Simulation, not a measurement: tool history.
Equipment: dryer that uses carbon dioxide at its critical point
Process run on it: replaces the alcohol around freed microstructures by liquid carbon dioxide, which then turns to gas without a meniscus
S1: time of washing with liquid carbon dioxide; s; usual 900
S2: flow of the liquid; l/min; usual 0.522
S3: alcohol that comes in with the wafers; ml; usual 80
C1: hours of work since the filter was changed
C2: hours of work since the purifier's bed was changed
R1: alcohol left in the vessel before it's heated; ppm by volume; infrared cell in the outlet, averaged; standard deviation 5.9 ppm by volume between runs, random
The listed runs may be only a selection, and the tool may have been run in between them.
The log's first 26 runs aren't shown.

| run | hour | S1 | S2 | S3 | C1 | C2 | R1 |
|---|---|---|---|---|---|---|---|
| 27 | 426.2 | 720 | 0.522 | 27 | 421 | 578 | 344 |
| 28 | 449.3 | 720 | 0.522 | 27 | 439 | 596 | 351 |
| 29 | 469.5 | 540 | 0.6 | 32 | 455 | 611 | 724 |
| 30 | 490.6 | 1020 | 0.859 | 44 | 471 | 627 | 37 |
| 31 | 510.2 | 1020 | 0.859 | 44 | 486 | 642 | 43 |
| 32 | 531.5 | 1260 | 0.342 | 62 | 502 | 658 | 416 |
| 33 | 551.2 | 900 | 0.342 | 54 | 517 | 674 | 1463 |
| 34 | 567.2 | 960 | 0.46 | 31 | 529 | 686 | 216 |
|  | 575.5 | inlet filter changed |
| 35 | 586.3 | 960 | 0.46 | 31 | 8 | 700 | 148 |
| 36 | 607 | 960 | 0.46 | 39 | 24 | 716 | 178 |
| 37 | 629.6 | 960 | 0.46 | 39 | 41 | 733 | 187 |
| 38 | 645.8 | 960 | 0.46 | 39 | 54 | 745 | 205 |
| 39 | 667.7 | 1020 | 0.777 | 39 | 71 | 762 | 58 |
| 40 | 681.8 | 900 | 0.388 | 37 | 81 | 773 | 489 |

Below are 3 alternative next runs, each starting from the tool's condition after run 40. Predict each:
| A | 700.3 | 900 | 0.346 | 80 | 96 | 787 | ? |
| B | 700.3 | 900 | 0.412 | 55 | 96 | 787 | ? |
| C | 700.3 | 600 | 0.388 | 32 | 96 | 787 | ? |

| run | R1 |
|---|---|
| A | 1630 |
| B | 578 |
| C | 1776 |
With the hidden condition removed and each run's random variation left untouched, the same runs would have given:
| run | R1 |
|---|---|
| A | 1501 |
| B | 501 |
| C | 1662 |
